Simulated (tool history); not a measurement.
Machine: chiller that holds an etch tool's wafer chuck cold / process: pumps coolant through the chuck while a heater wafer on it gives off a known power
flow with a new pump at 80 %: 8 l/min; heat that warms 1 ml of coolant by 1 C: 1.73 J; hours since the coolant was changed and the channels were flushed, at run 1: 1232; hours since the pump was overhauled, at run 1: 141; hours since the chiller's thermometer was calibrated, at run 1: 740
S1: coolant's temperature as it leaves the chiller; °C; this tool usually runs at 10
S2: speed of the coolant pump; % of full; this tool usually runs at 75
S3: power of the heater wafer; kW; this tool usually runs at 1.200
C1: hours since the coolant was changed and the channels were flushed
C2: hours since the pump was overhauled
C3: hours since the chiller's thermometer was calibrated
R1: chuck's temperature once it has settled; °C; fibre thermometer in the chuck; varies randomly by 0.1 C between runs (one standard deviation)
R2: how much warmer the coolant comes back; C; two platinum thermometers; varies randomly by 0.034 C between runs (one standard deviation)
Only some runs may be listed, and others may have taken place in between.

Run 1, hour 0.0: usual settings; C1 1232; C2 141; C3 740. Result: R1 23.8 °C, R2 5.66 C.
Run 2, hour 33.9: usual settings; C1 1266; C2 175; C3 774. Result: R1 23.6 °C, R2 5.67 C.
Run 3, hour 68.5: usual settings; C1 1301; C2 210; C3 809. Result: R1 23.8 °C, R2 5.68 C.
Run 4, hour 91.0: usual settings; C1 1323; C2 232; C3 831. Result: R1 23.9 °C, R2 5.68 C.
Run 5, hour 106.7: usual settings; C1 1339; C2 248; C3 847. Result: R1 23.8 °C, R2 5.69 C.
Run 6, hour 139.3: usual settings; C1 1371; C2 280; C3 880. Result: R1 23.9 °C, R2 5.65 C.
Run 7, hour 156.1: usual settings but S1 20 °C; C1 1388; C2 297; C3 896. Result: R1 33.8 °C, R2 5.66 C.
Run 8, hour 181.3: usual settings but S3 1.502 kW; C1 1413; C2 322; C3 921. Result: R1 27.3 °C, R2 7.12 C.
At hour 188.7: coolant pump overhauled.
Run 9, hour 207.6: usual settings but S3 1.502 kW; C1 1435; C2 19; C3 943. Result: R1 27.3 °C, R2 7.28 C.
Run 10, hour 239.3: usual settings but S2 63 % of full; C1 1466; C2 51; C3 975. Result: R1 25.5 °C, R2 6.99 C.
Run 11, hour 266.4: usual settings but S2 63 % of full; C1 1494; C2 78; C3 1002. Result: R1 25.5 °C, R2 7.02 C.
Run 12, hour 291.2: usual settings but S1 4 °C, S2 63 % of full; C1 1518; C2 103; C3 1026. Result: R1 19.6 °C, R2 7.01 C.
Run 13, hour 326.0: usual settings but S1 4 °C, S2 63 % of full; C1 1553; C2 137; C3 1061. Result: R1 19.8 °C, R2 7.00 C.
Run 14, hour 359.8: usual settings; C1 1587; C2 171; C3 1095. Result: R1 24.0 °C, R2 5.71 C.
Run 15, hour 377.8: usual settings but S1 17 °C, S3 1.618 kW; C1 1605; C2 189; C3 1113. Result: R1 36.0 °C, R2 7.74 C.
At hour 408.2: coolant pump overhauled, once more.
Run 16, hour 412.9: usual settings but S1 17 °C, S3 1.618 kW; C1 1635; C2 5; C3 1143. Result: R1 35.6 °C, R2 7.45 C.
Run 17, hour 433.1: usual settings but S1 13 °C, S2 92 % of full, S3 1.216 kW; C1 1655; C2 25; C3 1163. Result: R1 25.1 °C, R2 4.51 C.
Run 18, hour 456.9: usual settings but S1 13 °C, S2 92 % of full, S3 1.216 kW; C1 1679; C2 49; C3 1187. Result: R1 25.1 °C, R2 4.51 C.
Run 19, hour 475.5: usual settings but S1 5 °C, S2 92 % of full, S3 1.216 kW; C1 1698; C2 67; C3 1206. Result: R1 17.1 °C, R2 4.50 C.
Run 20, hour 500.9: usual settings but S2 61 % of full, S3 0.715 kW; C1 1723; C2 93; C3 1231. Result: R1 19.1 °C, R2 4.19 C.
Run 21, hour 516.5: usual settings but S1 6 °C, S2 66 % of full, S3 1.177 kW; C1 1739; C2 108; C3 1247. Result: R1 20.6 °C, R2 6.29 C.
Run 22, hour 542.9: usual settings but S1 13 °C, S2 66 % of full, S3 1.177 kW; C1 1765; C2 135; C3 1273. Result: R1 27.6 °C, R2 6.31 C.
Run 23, hour 570.8: usual settings but S1 13 °C, S2 66 % of full, S3 1.177 kW; C1 1793; C2 163; C3 1301. Result: R1 27.7 °C, R2 6.35 C.
Run 24, hour 592.6: usual settings but S1 2 °C, S3 1.269 kW; C1 1815; C2 184; C3 1323. Result: R1 16.4 °C, R2 5.96 C.
Run 25, hour 613.4: usual settings but S1 2 °C, S3 1.269 kW; C1 1836; C2 205; C3 1344. Result: R1 16.5 °C, R2 5.88 C.
Run 26, hour 641.1: usual settings but S1 8 °C, S3 1.269 kW; C1 1863; C2 233; C3 1371. Result: R1 22.5 °C, R2 5.89 C.
Run 27, hour 673.1: usual settings but S1 8 °C, S2 71 % of full, S3 1.269 kW; C1 1895; C2 265; C3 1403. Result: R1 22.9 °C, R2 6.32 C.
Run 28, hour 704.7: usual settings but S1 17 °C, S2 67 % of full, S3 0.639 kW; C1 1927; C2 297; C3 1435. Result: R1 24.7 °C, R2 3.37 C.

Selected run-to-run steps in R1, each split into two signed amounts: the part the tool would show with no hidden state at all (from settings, incoming material and random variation), and the remainder, which goes to the hidden state together with any gauge scatter not common to the measured and the hidden-state-free results:
Hidden state present: heat passed by the chuck's channels, % of clean ones'; flow at a given pump speed, % of a new pump's; coolant's true temperature over the reading, C; drift of the gauge itself on chuck_c, C; drift of the gauge itself on warmer_back_c, C.
Run 14 -> 15: S1 10 -> 17, S3 1.200 -> 1.618. R1 +12.0 °C: hidden state +0.3, all else +11.7.
Run 15 -> 16: coolant pump overhauled, once more. R1 -0.4 °C: hidden state -0.4, all else +0.0.
Run 23 -> 24: S1 13 -> 2, S2 66 -> 75, S3 1.177 -> 1.269. R1 -11.3 °C: hidden state +0.0, all else -11.3.
